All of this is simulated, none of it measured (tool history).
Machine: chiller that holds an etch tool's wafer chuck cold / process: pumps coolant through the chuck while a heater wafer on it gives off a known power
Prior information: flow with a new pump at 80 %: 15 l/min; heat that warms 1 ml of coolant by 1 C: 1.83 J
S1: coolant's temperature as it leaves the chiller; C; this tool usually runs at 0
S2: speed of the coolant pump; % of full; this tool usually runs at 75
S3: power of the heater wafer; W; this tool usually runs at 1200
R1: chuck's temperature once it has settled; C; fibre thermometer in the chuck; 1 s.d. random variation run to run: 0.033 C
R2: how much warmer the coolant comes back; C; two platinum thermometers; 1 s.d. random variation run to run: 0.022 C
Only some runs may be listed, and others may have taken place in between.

Run 1, hour 0: usual settings. Result: R1 8.44 C, R2 2.9 C.
Run 2, hour 49: usual settings. Result: R1 8.57 C, R2 2.87 C.
Run 3, hour 96.2: usual settings. Result: R1 8.46 C, R2 2.88 C.
Run 4, hour 142.4: usual settings but S2 73 % of full. Result: R1 8.65 C, R2 3.02 C.
Run 5, hour 176.7: usual settings. Result: R1 8.49 C, R2 2.87 C.
Run 6, hour 225.2: usual settings. Result: R1 8.52 C, R2 2.88 C.
Run 7, hour 255.2: usual settings but S3 1539 W. Result: R1 11.05 C, R2 3.74 C.
Run 8, hour 309.2: usual settings but S3 1539 W. Result: R1 11.03 C, R2 3.67 C.
At hour 318.5: coolant pump overhauled.
Run 9, hour 353.8: usual settings but S2 62 % of full, S3 1539 W. Result: R1 12.54 C, R2 4.63 C.
Run 10, hour 411.7: usual settings but S2 77 % of full, S3 1121 W. Result: R1 7.8 C, R2 2.71 C.
Run 11, hour 443.1: usual settings but S2 60 % of full, S3 1121 W. Result: R1 9.1 C, R2 3.52 C.
At hour 474.8: coolant pump overhauled, once more.
Run 12, hour 480.7: usual settings but S1 4 C. Result: R1 12.37 C, R2 2.8 C.
Run 13, hour 526.3: usual settings but S1 6 C, S2 71 % of full, S3 1344 W. Result: R1 15.82 C, R2 3.4 C.
Run 14, hour 569.6: usual settings but S1 9 C, S2 69 % of full, S3 1344 W. Result: R1 18.96 C, R2 3.48 C.
Run 15, hour 616.9: usual settings but S1 -3 C, S2 69 % of full, S3 871 W. Result: R1 3.24 C, R2 2.25 C.
Run 16, hour 677.4: usual settings but S1 -9 C, S3 689 W. Result: R1 -4.49 C, R2 1.66 C.
Run 17, hour 729.3: usual settings but S1 4 C, S3 831 W. Result: R1 9.63 C, R2 1.94 C.
Run 18, hour 770.1: usual settings but S1 -9 C, S3 1115 W. Result: R1 -1.26 C, R2 2.62 C.

A few steps of R1 between consecutive runs. Split each: what settings, incoming material and random variation would produce without the hidden state, and what is left over for the hidden state, along with gauge scatter present in only one of the two compared results (measured, and without hidden state):
What the log doesn't record here: heat passed by the chuck's channels, % of clean ones'; flow at a given pump speed, % of a new pump's; coolant's true temperature over the reading, C; drift of the gauge itself on chuck_c, C; drift of the gauge itself on warmer_back_c, C.
Run 9 -> 10: S2 62 -> 77, S3 1539 -> 1121. R1 -4.74 C: hidden state -0.3, all else -4.44.
Run 14 -> 15: S1 9 -> -3, S3 1344 -> 871. R1 -15.72 C: hidden state -0.21, all else -15.51.
